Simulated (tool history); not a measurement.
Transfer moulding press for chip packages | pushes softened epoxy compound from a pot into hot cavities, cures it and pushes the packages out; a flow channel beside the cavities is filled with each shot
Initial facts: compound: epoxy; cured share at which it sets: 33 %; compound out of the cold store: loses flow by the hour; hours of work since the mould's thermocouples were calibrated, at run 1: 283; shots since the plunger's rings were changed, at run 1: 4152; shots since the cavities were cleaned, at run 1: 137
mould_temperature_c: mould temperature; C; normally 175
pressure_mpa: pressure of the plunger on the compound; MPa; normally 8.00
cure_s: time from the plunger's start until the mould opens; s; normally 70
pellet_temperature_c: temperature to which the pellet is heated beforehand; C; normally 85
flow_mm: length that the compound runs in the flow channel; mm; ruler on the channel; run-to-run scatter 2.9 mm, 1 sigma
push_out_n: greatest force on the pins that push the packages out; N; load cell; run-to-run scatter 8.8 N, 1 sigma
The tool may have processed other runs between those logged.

run	hour	mould_temperature_c	pressure_mpa	cure_s	pellet_temperature_c	hours of work since the mould's thermocouples were calibrated	shots since the plunger's rings were changed	shots since the cavities were cleaned	incoming compound's hours out of the cold store	flow_mm	push_out_n
1	0.0	175	8.00	70	85	283	4152	137	22.6	936	521
2	6.5	175	7.02	70	85	288	4279	264	21.7	868	545
3	12.9	175	7.02	70	85	293	4405	390	8.1	894	608
4	22.6	175	9.75	70	85	301	4595	580	32.5	1006	638
5	27.9	175	8.00	86	85	305	4700	685	15.4	938	542
6	34.2	175	8.00	86	89	310	4824	809	13.5	944	587
# hour 39.7: cavities cleaned with cleaning compound and waxed
7	44.0	177	8.00	70	85	317	4987	85	23.7	912	432
# hour 47.4: plunger's sealing rings changed
8	53.4	177	8.00	70	85	322	118	219	26.9	938	487
9	58.7	177	8.00	70	85	327	223	324	26.9	936	528
10	64.6	177	8.00	70	85	331	339	440	45.3	904	554
11	74.9	175	8.00	70	80	340	540	641	19.4	956	686
12	83.0	175	8.00	70	80	346	699	800	46.0	903	674
# hour 88.9: cavities cleaned with cleaning compound and waxed
13	92.4	175	8.00	70	80	352	855	69	30.4	932	463
14	99.8	175	8.00	70	85	358	999	213	10.3	970	532
15	105.6	177	8.00	70	85	363	1112	326	11.6	959	524
16	113.5	177	8.00	70	85	369	1269	483	26.1	931	564
17	123.3	177	8.00	70	85	377	1461	675	22.1	940	627
18	129.8	175	8.00	53	85	382	1587	801	20.4	949	1284
# hour 135.3: cavities cleaned with cleaning compound and waxed
19	137.3	175	8.00	104	94	387	1706	39	35.2	918	359
20	148.0	176	8.00	104	92	396	1915	248	24.9	936	444
21	156.2	176	8.00	104	92	402	2077	410	29.4	919	487
22	165.6	169	8.00	104	92	410	2261	594	23.2	971	536
23	172.9	169	8.00	104	92	415	2405	738	36.4	935	563
24	178.2	176	8.00	104	81	420	2508	841	45.1	894	547
# hour 181.8: cavities cleaned with cleaning compound and waxed
25	186.3	177	8.62	70	85	425	2637	88	13.6	984	443
26	190.8	182	7.72	77	85	429	2726	177	19.1	898	409
27	201.2	173	8.00	90	91	437	2930	381	29.7	931	502
28	207.6	175	9.95	94	85	442	3056	507	42.5	1005	497
29	213.0	175	9.26	70	85	446	3162	613	8.9	1032	676

Below, each run's measurement less what the same run would have read without the hidden state. Both values contain the same run-to-run variation, but the gauge's scatter may not be the same in both:
The tool's hidden condition here consists of: true mould temperature over the reading, C; pressure that reaches the compound, % of what is set; grip of the stained cavities, % over clean ones'; drift of the gauge itself on flow_mm, %; drift of the gauge itself on push_out_n, %.
run	flow_mm	push_out_n
1	-21	+115
2	-20	+159
3	-22	+209
4	-26	+251
5	-25	+210
6	-26	+239
7	-26	+62
8	+2	+121
9	+1	+160
10	+1	+190
11	-1	+277
12	-2	+286
13	-3	+64
14	-3	+138
15	-5	+159
16	-5	+204
17	-6	+253
18	-6	+572
19	-7	+31
20	-8	+108
21	-9	+154
22	-10	+201
23	-10	+228
24	-11	+218
25	-13	+70
26	-13	+82
27	-14	+159
28	-16	+173
29	-17	+276
